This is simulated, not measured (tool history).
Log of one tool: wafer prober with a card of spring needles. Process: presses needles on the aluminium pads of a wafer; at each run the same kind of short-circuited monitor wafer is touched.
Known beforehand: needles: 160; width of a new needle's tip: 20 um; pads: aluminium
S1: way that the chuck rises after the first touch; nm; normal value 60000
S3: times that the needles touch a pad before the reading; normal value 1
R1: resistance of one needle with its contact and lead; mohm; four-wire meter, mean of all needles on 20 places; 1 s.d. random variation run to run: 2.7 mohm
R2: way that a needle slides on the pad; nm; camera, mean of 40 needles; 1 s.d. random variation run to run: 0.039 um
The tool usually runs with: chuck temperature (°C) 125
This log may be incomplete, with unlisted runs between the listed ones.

run 1 hour=0.0 | S1=60000 chuck_temperature_(°C)=125 S3=1 | R1=314 R2=16280
run 2 hour=9.7 | S1=60000 chuck_temperature_(°C)=125 S3=1 | R1=329 R2=16310
-- hour=25.3 tips cleaned on abrasive film
run 3 hour=25.3 | S1=60000 chuck_temperature_(°C)=125 S3=1 | R1=315 R2=16250
run 4 hour=34.2 | S1=60000 chuck_temperature_(°C)=125 S3=1 | R1=329 R2=16320
run 5 hour=47.7 | S1=60000 chuck_temperature_(°C)=125 S3=1 | R1=344 R2=16280
-- hour=50.3 tips cleaned on abrasive film
run 6 hour=61.5 | S1=60000 chuck_temperature_(°C)=125 S3=1 | R1=337 R2=16220
-- hour=74.8 tips cleaned on abrasive film
run 7 hour=77.1 | S1=60000 chuck_temperature_(°C)=125 S3=1 | R1=319 R2=16270
run 8 hour=90.5 | S1=60000 chuck_temperature_(°C)=125 S3=1 | R1=337 R2=16230
-- hour=99.6 tips cleaned on abrasive film
run 9 hour=99.8 | S1=60000 chuck_temperature_(°C)=125 S3=1 | R1=313 R2=16200
run 10 hour=115.5 | S1=60000 chuck_temperature_(°C)=125 S3=1 | R1=342 R2=16240
-- hour=123.6 tips cleaned on abrasive film
run 11 hour=128.0 | S1=60000 chuck_temperature_(°C)=107 S3=1 | R1=315 R2=16180

Forecast each of these 3 alternatives for the next run:
run A hour=138.0 | S1=60000 chuck_temperature_(°C)=63 S3=2 | R1=? R2=?
run B hour=138.0 | S1=45000 chuck_temperature_(°C)=107 S3=1 | R1=? R2=?
run C hour=138.0 | S1=55000 chuck_temperature_(°C)=125 S3=1 | R1=? R2=?

run=A R1=311 R2=16240
run=B R1=363 R2=12080
run=C R1=348 R2=14850
Had the tool no hidden state, the same runs would have come out as:
run=A R1=290 R2=16510
run=B R1=310 R2=12350
run=C R1=312 R2=15120

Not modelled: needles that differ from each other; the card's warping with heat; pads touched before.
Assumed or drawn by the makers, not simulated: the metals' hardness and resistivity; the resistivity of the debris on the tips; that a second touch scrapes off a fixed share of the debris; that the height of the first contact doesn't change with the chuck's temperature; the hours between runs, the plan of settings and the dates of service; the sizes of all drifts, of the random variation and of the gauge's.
